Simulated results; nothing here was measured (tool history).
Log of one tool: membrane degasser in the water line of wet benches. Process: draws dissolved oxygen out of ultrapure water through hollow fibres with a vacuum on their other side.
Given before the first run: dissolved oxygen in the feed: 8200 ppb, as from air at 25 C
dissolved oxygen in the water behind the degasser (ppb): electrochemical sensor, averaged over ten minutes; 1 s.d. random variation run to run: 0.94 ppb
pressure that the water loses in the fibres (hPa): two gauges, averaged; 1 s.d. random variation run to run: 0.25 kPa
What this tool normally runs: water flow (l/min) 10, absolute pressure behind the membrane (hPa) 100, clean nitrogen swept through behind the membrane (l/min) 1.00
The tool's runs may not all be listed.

run	hour	water flow (l/min)	absolute pressure behind the membrane (hPa)	clean nitrogen swept through behind the membrane (l/min)	dissolved oxygen in the water behind the degasser (ppb)	pressure that the water loses in the fibres (hPa)
1	0.0	10	100	1.00	174.7	693.4
2	42.6	10	100	1.00	171.9	698.9
3	99.3	10	100	1.00	173.0	699.9
4	174.1	10	68	1.00	100.7	701.3
# hour 253.5: vacuum gauge calibrated
5	253.5	10	73	1.00	101.9	697.8
6	321.4	10	119	1.00	208.1	699.2
7	395.2	10	119	1.00	207.6	701.7
8	463.2	10	119	1.00	206.9	701.7
9	534.6	15	119	1.00	317.4	1048.9
10	590.3	15	119	1.00	318.3	1052.1
11	661.0	15	119	1.00	317.2	1046.4
12	717.4	15	119	1.00	318.4	1050.9
13	777.1	15	119	1.00	316.0	1059.5
14	826.3	15	119	1.00	320.7	1053.8
15	883.1	10	165	1.00	317.2	701.2
16	943.1	10	165	1.00	310.8	702.6
17	1022.1	11	63	1.00	88.3	769.6
18	1083.0	8	217	1.00	352.8	564.8
19	1159.2	8	217	1.00	346.2	564.8
20	1210.2	7	68	1.00	63.0	492.3
21	1244.9	10	128	1.00	229.6	705.2
22	1286.9	10	100	0.53	288.1	702.7
23	1339.4	10	100	0.53	289.9	703.7
24	1375.8	7	93	1.68	64.8	493.9
25	1426.2	7	199	1.68	174.0	492.5
26	1488.2	7	199	1.68	173.2	492.2
# hour 1556.2: seals of the vacuum lines changed
27	1556.2	8	230	1.00	369.2	564.8
28	1602.6	8	230	1.00	372.9	564.4
29	1641.5	10	70	0.96	99.7	705.3
30	1708.7	10	70	0.96	98.4	708.6
31	1758.0	11	100	0.77	229.8	776.4
32	1808.0	15	119	1.00	319.9	1059.3

Branching from run 32: 4 alternative next runs. What would each branch give?
A	1862.7	15	119	0.44	?	?
B	1862.7	7	81	1.63	?	?
C	1862.7	9	81	2.27	?	?
D	1862.7	15	119	1.84	?	?

run	dissolved oxygen in the water behind the degasser (ppb)	pressure that the water loses in the fibres (hPa)
A	606.0	1062.2
B	53.6	496.9
C	51.3	635.4
D	196.3	1061.0
Without the tool's hidden state the same runs would have given:
run	dissolved oxygen in the water behind the degasser (ppb)	pressure that the water loses in the fibres (hPa)
A	597.2	1032.2
B	52.5	482.8
C	49.9	617.4
D	190.5	1031.0
